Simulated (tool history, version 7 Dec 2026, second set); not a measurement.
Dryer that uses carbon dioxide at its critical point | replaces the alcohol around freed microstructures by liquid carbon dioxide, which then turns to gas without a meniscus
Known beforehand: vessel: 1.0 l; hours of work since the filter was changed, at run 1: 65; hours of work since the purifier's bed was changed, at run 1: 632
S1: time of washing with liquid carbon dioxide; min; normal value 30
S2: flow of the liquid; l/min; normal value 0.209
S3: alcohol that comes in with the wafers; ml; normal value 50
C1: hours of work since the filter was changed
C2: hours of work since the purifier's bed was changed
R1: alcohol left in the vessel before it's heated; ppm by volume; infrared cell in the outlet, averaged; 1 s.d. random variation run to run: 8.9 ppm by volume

run    hour  S1     S2   S3   C1   C2    R1
  1     0.0  30  0.209   50   65  632   651
  2    34.3  30  0.209   50   75  642   656
  3    77.4  30  0.209   50   89  656   660
  4   129.0  30  0.209   50  105  672   694
  5   151.2  30  0.253   50  111  679   309
  6   187.2  30  0.318   50  123  690   146
  7   231.5  30  0.318   50  136  703   135
  8   279.5  30  0.209   50  151  718   754
  9   322.7  30  0.209   76  165  732  1127
 10   370.5  30  0.209   76  179  746  1152
      391.2  -- inlet filter changed
 11   417.3  30  0.209   50    8  761   591
 12   447.1  30  0.209   50   17  770   597
 13   476.0  30  0.209   50   26  779   606
 14   500.0  25  0.198   50   34  786  1515
 15   532.7  34  0.209   50   44  796   385
 16   578.5  34  0.209   50   58  811   407
 17   629.6  30  0.209   67   74  826   856
 18   676.3  30  0.209   67   88  841   886
 19   726.1  30  0.209   67  104  856   903
 20   764.5  20  0.241  112  116  868  3683
 21   795.1  30  0.209   41  125  878   617
 22   848.1  30  0.141   34  142  894  2029
 23   895.5  37  0.238   50  156  909   224
 24   935.1  37  0.238   25  168  921   172
 25   958.9  37  0.238   25  176  928   176
      991.3  -- inlet filter changed
 26  1012.3  37  0.238   25    7  945   136

How would selected steps in R1 from run to run divide? Give the signed amount a tool lacking its hidden state would still show from settings, what came in and random variation, and the signed amount left for the hidden state, including any gauge scatter that is not in both of the compared results.
Hidden state present: flow that reaches the vessel past the clogged filter, %; alcohol in the recycled carbon dioxide, ppm; drift of the gauge itself on alcohol_ppm, %.
Run 19 -> 20: S1 30 -> 20, S2 0.209 -> 0.241, S3 67 -> 112. R1 +2780 ppm by volume: hidden state +435, all else +2345.
Run 20 -> 21: S1 20 -> 30, S2 0.241 -> 0.209, S3 112 -> 41. R1 -3066 ppm by volume: hidden state -475, all else -2591.
